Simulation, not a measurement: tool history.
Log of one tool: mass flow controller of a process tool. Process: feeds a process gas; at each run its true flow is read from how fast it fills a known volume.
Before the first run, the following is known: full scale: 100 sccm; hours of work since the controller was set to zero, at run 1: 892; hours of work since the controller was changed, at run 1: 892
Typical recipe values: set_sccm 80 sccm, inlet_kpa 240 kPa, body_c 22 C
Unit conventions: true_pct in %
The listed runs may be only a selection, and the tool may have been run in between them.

run,hour,set_sccm,inlet_kpa,body_c,hours of work since the controller was set to zero,hours of work since the controller was changed,true_pct
1,0,80,240,22,892,892,98.7
2,352.6,80,240,20,1156,1156,98.47
3,650.9,80,165,22,1379,1379,98.57
4,1057.7,80,165,22,1684,1684,98.49
5,1464.4,80,165,22,1988,1988,98.45
6,1868.3,80,240,22,2290,2290,98.4
7,2116.8,80,240,22,2476,2476,98.52
8,2355.2,80,240,22,2654,2654,98.4
9,2570.8,80,240,24,2816,2816,98.64
10,2767,80,240,24,2963,2963,98.64
11,3032,80,240,22,3161,3161,98.31
12,3339.4,80,240,30,3391,3391,99.04
13,3605.1,80,240,30,3590,3590,99.09
14,3978.4,80,240,30,3869,3869,99.01
15,4160.3,80,240,30,4005,4005,98.97
16,4571.6,80,240,30,4313,4313,98.92
17,4737.5,80,240,30,4437,4437,98.83
18,4990.5,80,240,22,4626,4626,98.19
19,5387.4,80,240,22,4923,4923,97.79
20,5698.5,80,240,22,5156,5156,97.77
21,5976.7,80,240,35,5364,5364,99.32
22,6339,80,240,35,5635,5635,99.23
23,6711.6,80,240,35,5914,5914,99.13
24,6937.1,80,240,22,6082,6082,97.72
25,7149.8,80,240,22,6242,6242,97.67
26,7377.8,80,240,22,6412,6412,97.48
27,7789,80,240,22,6720,6720,97.52
28,8055,11,263,34,6919,6919,101.49
29,8357.2,21,183,36,7145,7145,99.14
30,8579.9,21,183,36,7311,7311,99.1
31,8812.5,21,183,36,7486,7486,99.12
32,9135.8,21,156,25,7727,7727,97.77
# hour 9294.4: controller's zero set anew
33,9364.4,21,156,25,52,7898,94.8
34,9648.6,29,156,32,265,8111,95.72
35,9904.5,29,156,32,456,8302,95.83
36,10261.9,29,156,32,724,8570,95.77
37,10588.9,80,190,35,968,8814,97.69
# hour 10683.9: controller exchanged for a calibrated one
38,10852.1,47,240,22,126,126,97.9
39,11042.3,47,240,22,268,268,97.83
40,11282.9,16,240,22,448,448,97.19
41,11490.9,16,240,22,604,604,97.23
42,11881.8,80,163,24,896,896,98.91
43,12083.3,80,240,32,1047,1047,99.77
44,12265.9,80,240,32,1184,1184,99.73
45,12553.6,80,197,27,1399,1399,99.31
46,12912,80,240,30,1667,1667,99.46
47,13157.3,80,160,26,1850,1850,98.92
48,13568.7,80,243,26,2158,2158,98.85
49,13906.7,80,243,26,2411,2411,98.92

Across each entry between runs, compare the hidden state at the last listed run before it with the hidden state at the first listed run after it:
After run 32, before run 33: controller's zero set anew (hour 9294.4)
  flow at rest that the sensor doesn't see, % of full scale: 0.67 -> 0.023; true flow over the shown one, %: -2.68 -> -2.73
  measured less the result without the state, true_pct: +0.51 -> -2.63 %
After run 37, before run 38: controller exchanged for a calibrated one (hour 10683.9)
  flow at rest that the sensor doesn't see, % of full scale: 0.104 -> 0.04; true flow over the shown one, %: -3.04 -> -0.24
  measured less the result without the state, true_pct: -2.91 -> -0.15 %
